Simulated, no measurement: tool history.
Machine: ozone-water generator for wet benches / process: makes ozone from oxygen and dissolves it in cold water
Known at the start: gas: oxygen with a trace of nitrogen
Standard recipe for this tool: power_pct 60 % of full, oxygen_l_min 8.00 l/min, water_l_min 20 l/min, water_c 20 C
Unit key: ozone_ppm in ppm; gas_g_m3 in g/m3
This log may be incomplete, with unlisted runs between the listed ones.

{"run": 1, "hour": 0.0, "power_pct": 60, "oxygen_l_min": 8.0, "water_l_min": 20, "water_c": 20, "ozone_ppm": 17.5, "gas_g_m3": 126.8}
{"run": 2, "hour": 87.9, "power_pct": 60, "oxygen_l_min": 8.0, "water_l_min": 20, "water_c": 20, "ozone_ppm": 17.5, "gas_g_m3": 126.1}
{"hour": 151.0, "done": "contactor cleaned"}
{"run": 3, "hour": 158.3, "power_pct": 60, "oxygen_l_min": 8.0, "water_l_min": 20, "water_c": 20, "ozone_ppm": 18.5, "gas_g_m3": 126.5}
{"run": 4, "hour": 237.6, "power_pct": 60, "oxygen_l_min": 8.0, "water_l_min": 20, "water_c": 20, "ozone_ppm": 18.3, "gas_g_m3": 125.9}
{"run": 5, "hour": 274.1, "power_pct": 60, "oxygen_l_min": 5.25, "water_l_min": 20, "water_c": 20, "ozone_ppm": 19.2, "gas_g_m3": 161.6}
{"run": 6, "hour": 352.9, "power_pct": 60, "oxygen_l_min": 5.25, "water_l_min": 20, "water_c": 20, "ozone_ppm": 19.3, "gas_g_m3": 161.7}
{"run": 7, "hour": 393.9, "power_pct": 60, "oxygen_l_min": 5.25, "water_l_min": 20, "water_c": 20, "ozone_ppm": 19.3, "gas_g_m3": 160.2}
{"run": 8, "hour": 448.2, "power_pct": 60, "oxygen_l_min": 5.25, "water_l_min": 20, "water_c": 20, "ozone_ppm": 18.8, "gas_g_m3": 160.5}
{"run": 9, "hour": 494.9, "power_pct": 74, "oxygen_l_min": 4.63, "water_l_min": 28, "water_c": 17, "ozone_ppm": 17.5, "gas_g_m3": 189.5}
{"run": 10, "hour": 564.4, "power_pct": 74, "oxygen_l_min": 4.63, "water_l_min": 28, "water_c": 17, "ozone_ppm": 17.4, "gas_g_m3": 190.9}
{"run": 11, "hour": 652.0, "power_pct": 60, "oxygen_l_min": 8.0, "water_l_min": 23, "water_c": 16, "ozone_ppm": 17.9, "gas_g_m3": 125.5}
{"run": 12, "hour": 730.4, "power_pct": 96, "oxygen_l_min": 8.0, "water_l_min": 20, "water_c": 24, "ozone_ppm": 21.8, "gas_g_m3": 162.7}
{"run": 13, "hour": 798.8, "power_pct": 44, "oxygen_l_min": 8.0, "water_l_min": 32, "water_c": 18, "ozone_ppm": 11.7, "gas_g_m3": 105.5}
{"run": 14, "hour": 840.2, "power_pct": 60, "oxygen_l_min": 8.0, "water_l_min": 13, "water_c": 18, "ozone_ppm": 23.1, "gas_g_m3": 124.2}
{"run": 15, "hour": 880.1, "power_pct": 60, "oxygen_l_min": 8.0, "water_l_min": 13, "water_c": 18, "ozone_ppm": 23.3, "gas_g_m3": 122.4}
{"run": 16, "hour": 963.8, "power_pct": 60, "oxygen_l_min": 10.04, "water_l_min": 13, "water_c": 22, "ozone_ppm": 19.8, "gas_g_m3": 109.8}

Forecast each of these 5 alternatives for the next run:
{"run": "A", "hour": 1031.9, "power_pct": 60, "oxygen_l_min": 10.88, "water_l_min": 13, "water_c": 13, "ozone_ppm": "?", "gas_g_m3": "?"}
{"run": "B", "hour": 1031.9, "power_pct": 61, "oxygen_l_min": 8.0, "water_l_min": 23, "water_c": 12, "ozone_ppm": "?", "gas_g_m3": "?"}
{"run": "C", "hour": 1031.9, "power_pct": 60, "oxygen_l_min": 7.44, "water_l_min": 20, "water_c": 20, "ozone_ppm": "?", "gas_g_m3": "?"}
{"run": "D", "hour": 1031.9, "power_pct": 51, "oxygen_l_min": 10.04, "water_l_min": 26, "water_c": 21, "ozone_ppm": "?", "gas_g_m3": "?"}
{"run": "E", "hour": 1031.9, "power_pct": 60, "oxygen_l_min": 6.17, "water_l_min": 23, "water_c": 22, "ozone_ppm": "?", "gas_g_m3": "?"}

run=A ozone_ppm=23.7 gas_g_m3=103.7
run=B ozone_ppm=18.8 gas_g_m3=125.2
run=C ozone_ppm=18.1 gas_g_m3=129.1
run=D ozone_ppm=13.5 gas_g_m3=98.7
run=E ozone_ppm=16.4 gas_g_m3=142.6
Without the tool's unlogged condition, the same runs would have read:
run=A ozone_ppm=26.7 gas_g_m3=115.7
run=B ozone_ppm=21.2 gas_g_m3=139.7
run=C ozone_ppm=20.3 gas_g_m3=144.0
run=D ozone_ppm=15.0 gas_g_m3=108.9
run=E ozone_ppm=18.5 gas_g_m3=159.2

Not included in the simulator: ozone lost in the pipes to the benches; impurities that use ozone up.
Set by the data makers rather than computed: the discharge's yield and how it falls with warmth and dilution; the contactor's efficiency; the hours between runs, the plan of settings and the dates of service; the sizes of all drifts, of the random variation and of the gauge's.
